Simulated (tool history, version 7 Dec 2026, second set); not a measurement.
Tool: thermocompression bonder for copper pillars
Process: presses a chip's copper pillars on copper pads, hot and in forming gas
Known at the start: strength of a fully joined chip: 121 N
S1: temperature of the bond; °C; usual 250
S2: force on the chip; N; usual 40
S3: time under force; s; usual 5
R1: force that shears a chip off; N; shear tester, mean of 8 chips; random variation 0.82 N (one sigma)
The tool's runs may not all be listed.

| run | hour | S1 | S2 | S3 | R1 |
|---|---|---|---|---|---|
| 1 | 0 | 250 | 40 | 5 | 64.8 |
| 2 | 40.5 | 250 | 40 | 5 | 64.7 |
| 3 | 87.3 | 250 | 40 | 5 | 65.4 |
| 4 | 136.1 | 250 | 40 | 5 | 65.2 |
| 5 | 180.5 | 250 | 40 | 5 | 64.3 |
| 6 | 210 | 250 | 40 | 5 | 64.6 |
| 7 | 275.7 | 250 | 40 | 5 | 64.6 |
| 8 | 320.7 | 250 | 40 | 5 | 66.6 |
| 9 | 363.3 | 250 | 40 | 5 | 65.2 |
| 10 | 415.3 | 250 | 40 | 5 | 65.4 |
| 11 | 479.7 | 250 | 40 | 5 | 64.9 |
| 12 | 522.5 | 250 | 40 | 5 | 63.8 |
| 13 | 593.1 | 250 | 40 | 5 | 64.7 |
| 14 | 622.4 | 250 | 40 | 5 | 66.1 |
| 15 | 654.3 | 250 | 40 | 5 | 65.8 |
| 16 | 713.1 | 250 | 40 | 5 | 65.5 |
| 17 | 765.2 | 250 | 40 | 5 | 65.6 |
| 18 | 820.4 | 250 | 40 | 5 | 67 |
| 19 | 865.6 | 247 | 40 | 5 | 63.6 |
| 20 | 917.8 | 247 | 40 | 5 | 62.2 |
| 21 | 978.6 | 222 | 55 | 7 | 63.6 |
| 22 | 1015.8 | 250 | 29 | 5 | 48.2 |
| 23 | 1051.6 | 250 | 29 | 5 | 48.1 |
| 24 | 1110.5 | 270 | 44 | 5 | 88.8 |
| 25 | 1164.6 | 235 | 30 | 9 | 48.5 |
| 26 | 1220.6 | 269 | 38 | 9 | 92.8 |
| 27 | 1272.2 | 269 | 38 | 9 | 91.3 |
| 28 | 1325.6 | 264 | 30 | 5 | 60 |
| 29 | 1382.9 | 250 | 32 | 3 | 44.2 |
| 30 | 1418.6 | 250 | 28 | 4 | 41.5 |
| 31 | 1447.3 | 254 | 26 | 5 | 45 |
| 32 | 1477.4 | 254 | 26 | 5 | 45.6 |
| 33 | 1509.9 | 254 | 26 | 5 | 44.9 |
| 34 | 1545.5 | 254 | 37 | 5 | 64.1 |
| 35 | 1607.4 | 254 | 37 | 5 | 62.5 |
| 36 | 1636.1 | 231 | 42 | 5 | 50 |
| 37 | 1696.3 | 250 | 29 | 5 | 47.3 |
| 38 | 1753 | 235 | 33 | 12 | 57.9 |
| 39 | 1814.8 | 229 | 48 | 12 | 73.7 |
| 40 | 1845.5 | 250 | 31 | 7 | 57.2 |

Taken out of this log: 5 entries between the listed runs. Where each belongs, and how the hidden state differs across it:
Between runs 8 and 9: forming gas filter changed (hour 352.5)
  oxide that the forming gas leaves, % of the face: 1.04 -> 0.52
Between runs 16 and 17: forming gas filter changed (hour 738.7)
  force that reaches the chip, % of what is set: 99.7 -> 99.6; oxide that the forming gas leaves, % of the face: 1.05 -> 0.55
Between runs 24 and 25: forming gas filter changed (hour 1126.9)
  oxide that the forming gas leaves, % of the face: 1.07 -> 0.56
Between runs 25 and 26: heater calibrated with a thermocouple chip (hour 1207.2)
  true temperature of the bond over the reading, C: 0.9 -> 0; oxide that the forming gas leaves, % of the face: 0.56 -> 0.64
Between runs 33 and 34: forming gas filter changed (hour 1515.1)
  oxide that the forming gas leaves, % of the face: 1.08 -> 0.54
